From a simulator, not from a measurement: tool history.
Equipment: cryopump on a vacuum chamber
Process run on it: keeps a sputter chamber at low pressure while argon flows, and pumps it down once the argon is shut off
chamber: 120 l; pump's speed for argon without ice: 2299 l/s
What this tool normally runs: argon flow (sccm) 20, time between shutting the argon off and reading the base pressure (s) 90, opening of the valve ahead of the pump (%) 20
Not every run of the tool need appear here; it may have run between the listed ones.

run   hour  argon flow (sccm)  time between shutting the argon off and reading the base pressure (s)  opening of the valve ahead of the pump (%)  pressure while argon flows (Pa)  pressure after the wait (uPa)
  1      0                 20                                                                     90                                          20                           0.0756                           0.93
  2   20.7                 20                                                                     90                                          20                           0.0757                           0.96
  3   41.9                 20                                                                     90                                          20                           0.0753                           0.95
  4   62.8                 20                                                                     90                                          20                           0.0758                            0.9
  5   95.1                 20                                                                     90                                          20                           0.0758                           0.97
  6  117.2                 20                                                                     90                                          20                           0.0759                           0.99
  7  147.1                 20                                                                     90                                          20                           0.0757                           0.97
  8  179.8                 20                                                                     90                                          20                           0.0759                           1.01
  9  213.5                 11                                                                     90                                          20                           0.0416                           0.99
 10  235.5                 11                                                                     90                                          20                           0.0415                           0.98
 11    262                 11                                                                     90                                          20                           0.0415                              1
 12  286.7                  9                                                                    129                                          47                           0.0155                           0.82
 13  306.1                  9                                                                    143                                          20                           0.0348                           0.85
 14  323.2                  9                                                                    143                                          20                           0.0344                           0.82
 15  345.3                 10                                                                    265                                          45                            0.018                           0.68
 16    375                 10                                                                    265                                          45                           0.0175                           0.71
 17  409.8                 10                                                                    265                                          45                            0.018                           0.71
 18  426.5                 22                                                                    265                                          45                           0.0397                           0.66
 19  458.1                 20                                                                     90                                          32                           0.0499                           0.99
 20  486.9                 20                                                                     90                                          32                           0.0503                              1
     508.7  -- pump warmed up, emptied and cooled again
 21  508.7                 20                                                                     66                                          38                           0.0391                            1.1
 22    537                 20                                                                     66                                          38                           0.0397                           1.12

Alternative continuations, all from the tool just after run 22; predict every row:
  A  570.6                 36                                                                     90                                          16                                ?                              ?
  B  570.6                 36                                                                    122                                          38                                ?                              ?
  C  570.6                 33                                                                     90                                          20                                ?                              ?
  D  570.6                 17                                                                     66                                          28                                ?                              ?

run  pressure while argon flows (Pa)  pressure after the wait (uPa)
  A                            0.166                           0.92
  B                           0.0706                           0.82
  C                           0.1224                            0.9
  D                           0.0446                           1.15
The same runs, with their run-to-run variation unchanged, on a tool lacking any hidden condition would have given:
run  pressure while argon flows (Pa)  pressure after the wait (uPa)
  A                           0.1655                           0.63
  B                           0.0701                           0.52
  C                           0.1219                           0.62
  D                           0.0443                           0.85
